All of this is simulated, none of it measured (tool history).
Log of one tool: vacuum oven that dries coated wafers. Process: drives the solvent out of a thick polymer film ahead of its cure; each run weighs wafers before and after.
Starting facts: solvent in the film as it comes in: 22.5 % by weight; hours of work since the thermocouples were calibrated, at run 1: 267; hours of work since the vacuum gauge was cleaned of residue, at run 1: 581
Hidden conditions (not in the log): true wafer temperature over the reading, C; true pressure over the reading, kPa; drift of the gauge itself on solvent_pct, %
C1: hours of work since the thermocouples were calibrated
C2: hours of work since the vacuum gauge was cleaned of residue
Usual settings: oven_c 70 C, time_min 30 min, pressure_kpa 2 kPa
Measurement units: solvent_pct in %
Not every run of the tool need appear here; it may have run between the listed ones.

run 1 hour=0 | oven_c=70 time_min=30 pressure_kpa=2 | C1=267 C2=581 | solvent_pct=2.72
run 2 hour=72.1 | oven_c=70 time_min=30 pressure_kpa=2 | C1=310 C2=625 | solvent_pct=2.6
run 3 hour=132 | oven_c=70 time_min=30 pressure_kpa=4.25 | C1=346 C2=661 | solvent_pct=4.08
run 4 hour=225.7 | oven_c=70 time_min=30 pressure_kpa=4.25 | C1=403 C2=717 | solvent_pct=4.04
run 5 hour=298.2 | oven_c=70 time_min=30 pressure_kpa=4.25 | C1=446 C2=761 | solvent_pct=4.11
run 6 hour=373.6 | oven_c=70 time_min=30 pressure_kpa=2 | C1=492 C2=806 | solvent_pct=2.58
run 7 hour=446.6 | oven_c=81 time_min=30 pressure_kpa=2.27 | C1=536 C2=850 | solvent_pct=1.12
run 8 hour=533.9 | oven_c=78 time_min=40 pressure_kpa=1.93 | C1=588 C2=903 | solvent_pct=0.98

The next listed run, before its measurement:
run 9 hour=578.1 | oven_c=70 time_min=30 pressure_kpa=2.12 | C1=615 C2=929 | solvent_pct=?

{"run 9": {"solvent_pct": 2.76}}
On a tool with no hidden condition, and with the same random variation, this run would have come out at solvent_pct 2.75 %.

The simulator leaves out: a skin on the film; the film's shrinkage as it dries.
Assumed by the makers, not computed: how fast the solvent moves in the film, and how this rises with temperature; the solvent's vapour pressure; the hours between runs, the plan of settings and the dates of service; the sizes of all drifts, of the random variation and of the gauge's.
